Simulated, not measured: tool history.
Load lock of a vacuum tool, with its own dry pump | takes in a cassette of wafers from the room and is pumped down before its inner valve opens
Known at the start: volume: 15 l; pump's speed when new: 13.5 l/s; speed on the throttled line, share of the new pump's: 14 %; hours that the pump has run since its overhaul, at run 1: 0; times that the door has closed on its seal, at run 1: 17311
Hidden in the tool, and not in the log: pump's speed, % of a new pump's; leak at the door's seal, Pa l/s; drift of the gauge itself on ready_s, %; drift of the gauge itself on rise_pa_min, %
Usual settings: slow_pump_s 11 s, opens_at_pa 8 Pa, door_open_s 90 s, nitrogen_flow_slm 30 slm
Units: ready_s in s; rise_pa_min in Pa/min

| run | hour | slow_pump_s | opens_at_pa | door_open_s | nitrogen_flow_slm | hours that the pump has run since its overhaul | times that the door has closed on its seal | incoming humidity of the room's air, % | ready_s | rise_pa_min |
|---|---|---|---|---|---|---|---|---|---|---|
| 1 | 0 | 11 | 8 | 90 | 30 | 0 | 17311 | 45.3 | 20.3 | 0.093 |
| 2 | 605.3 | 11 | 8 | 90 | 30 | 605 | 19272 | 42.5 | 20.4 | 0.096 |
| 3 | 1244 | 11 | 8 | 90 | 30 | 1244 | 21341 | 50.6 | 20.4 | 0.109 |
| 4 | 1958.3 | 11 | 8 | 90 | 30 | 1958 | 23655 | 46.2 | 20.4 | 0.127 |
| 5 | 2364.9 | 11 | 8 | 90 | 30 | 2365 | 24972 | 42.7 | 20.5 | 0.117 |
| 6 | 3013 | 11 | 8 | 90 | 30 | 3013 | 27072 | 44.7 | 20.6 | 0.14 |
| 7 | 3604.8 | 11 | 8 | 90 | 30 | 3605 | 28989 | 47.4 | 20.8 | 0.151 |
| 8 | 4238.5 | 11 | 8 | 90 | 30 | 4239 | 31042 | 45.2 | 21.4 | 0.165 |
| 9 | 4685.1 | 11 | 8 | 90 | 30 | 4685 | 32488 | 47 | 21.3 | 0.17 |
| 10 | 5380.4 | 7 | 8 | 29 | 10 | 5380 | 34741 | 46.6 | 18.2 | 0.187 |
| 11 | 5697.5 | 15 | 8 | 29 | 10 | 5697 | 35768 | 45.3 | 24.6 | 0.183 |
| 12 | 6161.5 | 15 | 8 | 29 | 10 | 6162 | 37271 | 45.3 | 25.1 | 0.201 |
| 13 | 6463.2 | 15 | 8 | 29 | 10 | 6463 | 38248 | 50.9 | 25.2 | 0.203 |
| 14 | 6957.2 | 10 | 9 | 30 | 30 | 6957 | 39848 | 47.5 | 21.1 | 0.195 |
| 15 | 7527.1 | 10 | 9 | 104 | 10 | 7527 | 41695 | 46.7 | 21.3 | 0.262 |
| 16 | 8054 | 9 | 15 | 59 | 8 | 8054 | 43402 | 48.1 | 20 | 0.26 |
| 17 | 8615 | 9 | 15 | 59 | 8 | 8615 | 45219 | 45 | 20.2 | 0.27 |
|  | 9039.8 | dry pump taken out, an overhauled one fitted |
| 18 | 9279.5 | 9 | 15 | 59 | 8 | 240 | 47352 | 43.6 | 17.7 | 0.283 |

Some steps in ready_s between neighbouring runs. How much of each would the tool show without its hidden state too (settings, what came in, random variation), and how much is left for the hidden state, with any gauge scatter that isn't in both results?
Run 10 -> 11: slow_pump_s 7 -> 15. ready_s +6.4 s: hidden state -0.2, all else +6.6.
Run 17 -> 18: dry pump taken out, an overhauled one fitted. ready_s -2.5 s: hidden state -2.4, all else -0.1.
